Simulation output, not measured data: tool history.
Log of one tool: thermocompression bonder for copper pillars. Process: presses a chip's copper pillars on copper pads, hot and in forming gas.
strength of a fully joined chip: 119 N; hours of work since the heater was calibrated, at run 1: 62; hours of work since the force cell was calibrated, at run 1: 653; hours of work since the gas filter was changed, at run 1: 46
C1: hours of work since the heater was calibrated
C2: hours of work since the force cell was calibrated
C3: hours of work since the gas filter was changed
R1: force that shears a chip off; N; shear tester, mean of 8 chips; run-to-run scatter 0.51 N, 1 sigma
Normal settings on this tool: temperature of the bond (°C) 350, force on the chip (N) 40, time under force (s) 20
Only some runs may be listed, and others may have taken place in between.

Run 1, hour 0.0: usual settings; C1 62; C2 653; C3 46. Result: R1 56.5 N.
Run 2, hour 5.1: usual settings; C1 66; C2 657; C3 50. Result: R1 56.1 N.
Run 3, hour 10.8: usual settings; C1 70; C2 661; C3 54. Result: R1 56.6 N.
Run 4, hour 16.9: usual settings; C1 74; C2 665; C3 58. Result: R1 55.7 N.
Run 5, hour 28.7: usual settings but force on the chip (N) 26; C1 82; C2 673; C3 66. Result: R1 38.0 N.
Run 6, hour 40.7: usual settings but temperature of the bond (°C) 357, force on the chip (N) 26; C1 90; C2 682; C3 75. Result: R1 40.2 N.
Run 7, hour 52.6: usual settings; C1 98; C2 690; C3 83. Result: R1 55.4 N.
Run 8, hour 64.1: usual settings but force on the chip (N) 35; C1 106; C2 698; C3 91. Result: R1 48.7 N.
Run 9, hour 70.9: usual settings but force on the chip (N) 35; C1 111; C2 702; C3 95. Result: R1 49.4 N.
Run 10, hour 81.3: usual settings but force on the chip (N) 35; C1 118; C2 710; C3 103. Result: R1 48.8 N.
Run 11, hour 91.3: usual settings but temperature of the bond (°C) 366, force on the chip (N) 38; C1 125; C2 717; C3 110. Result: R1 60.1 N.
At hour 102.9: forming gas filter changed.
Run 12, hour 102.9: usual settings but temperature of the bond (°C) 377, force on the chip (N) 25, time under force (s) 49; C1 133; C2 724; C3 0. Result: R1 65.8 N.
Run 13, hour 109.4: usual settings but temperature of the bond (°C) 374, force on the chip (N) 52, time under force (s) 60; C1 138; C2 729; C3 5. Result: R1 102.9 N.
Run 14, hour 120.9: usual settings but temperature of the bond (°C) 326, force on the chip (N) 33, time under force (s) 31; C1 145; C2 737; C3 13. Result: R1 43.1 N.
Run 15, hour 126.1: usual settings but temperature of the bond (°C) 326, force on the chip (N) 33, time under force (s) 31; C1 149; C2 740; C3 16. Result: R1 42.9 N.
Run 16, hour 134.6: usual settings but force on the chip (N) 36, time under force (s) 17; C1 155; C2 746; C3 22. Result: R1 48.0 N.
Run 17, hour 145.9: usual settings but force on the chip (N) 36, time under force (s) 17; C1 163; C2 754; C3 30. Result: R1 47.6 N.

Here are 4 independent what-if runs from the current tool condition. What would each one return?
Run A, hour 156.6: usual settings but force on the chip (N) 41; C1 170; C2 762; C3 37. Result: R1 ?.
Run B, hour 156.6: usual settings but time under force (s) 17; C1 170; C2 762; C3 37. Result: R1 ?.
Run C, hour 156.6: usual settings but force on the chip (N) 37; C1 170; C2 762; C3 37. Result: R1 ?.
Run D, hour 156.6: usual settings but temperature of the bond (°C) 379, force on the chip (N) 56, time under force (s) 14; C1 170; C2 762; C3 37. Result: R1 ?.

run    R1
  A  56.4
  B  52.7
  C  51.6
  D  80.3
Take away the tool's hidden state, keep each run's random variation, and the runs would have read:
run    R1
  A  59.5
  B  55.6
  C  54.5
  D  83.7
